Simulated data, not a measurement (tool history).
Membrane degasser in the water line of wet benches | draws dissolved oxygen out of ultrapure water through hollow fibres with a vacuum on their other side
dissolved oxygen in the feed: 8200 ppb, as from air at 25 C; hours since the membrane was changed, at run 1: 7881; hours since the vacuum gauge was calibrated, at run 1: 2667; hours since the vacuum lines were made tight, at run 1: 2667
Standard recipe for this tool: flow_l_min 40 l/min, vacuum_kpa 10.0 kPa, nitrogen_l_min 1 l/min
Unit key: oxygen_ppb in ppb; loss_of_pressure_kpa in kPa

run,day,flow_l_min,vacuum_kpa,nitrogen_l_min,hours since the membrane was changed,hours since the vacuum gauge was calibrated,hours since the vacuum lines were made tight,oxygen_ppb,loss_of_pressure_kpa
1,0.000,40,10.0,1,7881,2667,2667,536.3,59.70
2,6.408,40,10.0,1,8035,2821,2821,537.2,59.54
3,19.879,40,10.0,1,8358,3144,3144,537.1,59.72
4,28.400,40,10.0,1,8563,3348,3348,538.4,60.08
5,36.146,40,10.0,1,8749,3534,3534,541.1,59.93
6,47.142,40,10.0,1,9012,3798,3798,540.1,59.66
7,53.567,40,10.0,1,9167,3952,3952,539.7,59.53
8,64.475,40,12.4,1,9428,4214,4214,710.9,60.23
9,74.225,40,16.0,1,9662,4448,4448,951.5,60.28
10,83.229,40,16.0,1,9878,4664,4664,954.1,59.79
11,89.654,60,10.0,1,10033,4819,4819,737.3,90.34
12,96.812,60,10.0,1,10204,4990,4990,740.2,90.19
13,102.458,60,10.0,1,10340,5126,5126,740.7,90.36
14,109.846,60,10.0,1,10517,5303,5303,741.5,89.93
15,120.696,40,10.0,1,10778,5564,5564,542.8,60.33
16,133.667,40,10.0,1,11089,5875,5875,543.7,60.36
# day 136.258: vacuum gauge calibrated
17,142.992,49,10.0,1,11312,162,6098,622.1,73.88

What does the tool deliver on the next run?
# day 145.500: seals of the vacuum lines changed
18,153.642,62,7.2,1,11566,415,195,?,?

{"run 18": {"oxygen_ppb": 464.5, "loss_of_pressure_kpa": 93.42}}
With the hidden condition absent and the run-to-run variation left alone, this run would have shown oxygen_ppb 459.5 ppb, loss_of_pressure_kpa 89.84 kPa.

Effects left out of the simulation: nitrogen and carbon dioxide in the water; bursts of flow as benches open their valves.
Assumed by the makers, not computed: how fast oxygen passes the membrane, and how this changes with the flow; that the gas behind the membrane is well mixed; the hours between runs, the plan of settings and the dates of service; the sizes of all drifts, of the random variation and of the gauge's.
